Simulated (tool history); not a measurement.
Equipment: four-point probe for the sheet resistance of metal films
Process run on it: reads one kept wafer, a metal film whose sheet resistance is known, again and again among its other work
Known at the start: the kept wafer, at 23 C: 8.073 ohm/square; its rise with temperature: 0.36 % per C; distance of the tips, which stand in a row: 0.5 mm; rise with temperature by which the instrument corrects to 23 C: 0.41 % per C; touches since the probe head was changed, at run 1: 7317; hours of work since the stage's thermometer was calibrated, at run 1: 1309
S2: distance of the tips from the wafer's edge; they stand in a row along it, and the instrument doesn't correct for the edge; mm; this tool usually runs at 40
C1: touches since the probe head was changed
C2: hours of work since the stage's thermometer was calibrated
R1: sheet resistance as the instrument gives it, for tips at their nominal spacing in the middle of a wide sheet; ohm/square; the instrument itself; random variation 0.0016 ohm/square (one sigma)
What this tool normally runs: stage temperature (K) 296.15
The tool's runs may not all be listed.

run 1 day=0.000 | stage_temperature_(K)=296.15 S2=40 | C1=7317 C2=1309 | R1=8.084681
run 2 day=2.808 | stage_temperature_(K)=296.15 S2=40 | C1=8892 C2=1352 | R1=8.084030
run 3 day=5.854 | stage_temperature_(K)=296.15 S2=40 | C1=10603 C2=1399 | R1=8.087202
run 4 day=8.221 | stage_temperature_(K)=296.15 S2=40 | C1=11933 C2=1435 | R1=8.086169
run 5 day=10.442 | stage_temperature_(K)=296.15 S2=40 | C1=13180 C2=1469 | R1=8.090525
run 6 day=13.804 | stage_temperature_(K)=296.15 S2=40 | C1=15067 C2=1520 | R1=8.092321
run 7 day=16.838 | stage_temperature_(K)=297.15 S2=40 | C1=16771 C2=1566 | R1=8.085939
run 8 day=18.400 | stage_temperature_(K)=304.15 S2=40 | C1=17648 C2=1590 | R1=8.059373
run 9 day=20.842 | stage_temperature_(K)=296.15 S2=4 | C1=19018 C2=1627 | R1=8.160707
run 10 day=23.825 | stage_temperature_(K)=296.15 S2=4 | C1=20693 C2=1673 | R1=8.159488
run 11 day=27.221 | stage_temperature_(K)=296.15 S2=4 | C1=22601 C2=1724 | R1=8.162855
run 12 day=29.771 | stage_temperature_(K)=295.15 S2=40 | C1=24032 C2=1763 | R1=8.099443
run 13 day=32.833 | stage_temperature_(K)=295.15 S2=40 | C1=25753 C2=1810 | R1=8.102148
-- day=33.154 stage's thermometer calibrated
run 14 day=35.983 | stage_temperature_(K)=295.15 S2=40 | C1=27508 C2=43 | R1=8.103633
run 15 day=39.267 | stage_temperature_(K)=295.15 S2=44 | C1=29351 C2=93 | R1=8.103556
run 16 day=41.517 | stage_temperature_(K)=295.15 S2=44 | C1=30616 C2=128 | R1=8.106002

Run 17 has not been measured yet. What should we expect?
run 17 day=43.588 | stage_temperature_(K)=292.15 S2=11 | C1=31777 C2=159 | R1=?

{"run 17": {"R1": 8.125773}}
Without the tool's hidden state the same run would have given R1 8.098167 ohm/square.

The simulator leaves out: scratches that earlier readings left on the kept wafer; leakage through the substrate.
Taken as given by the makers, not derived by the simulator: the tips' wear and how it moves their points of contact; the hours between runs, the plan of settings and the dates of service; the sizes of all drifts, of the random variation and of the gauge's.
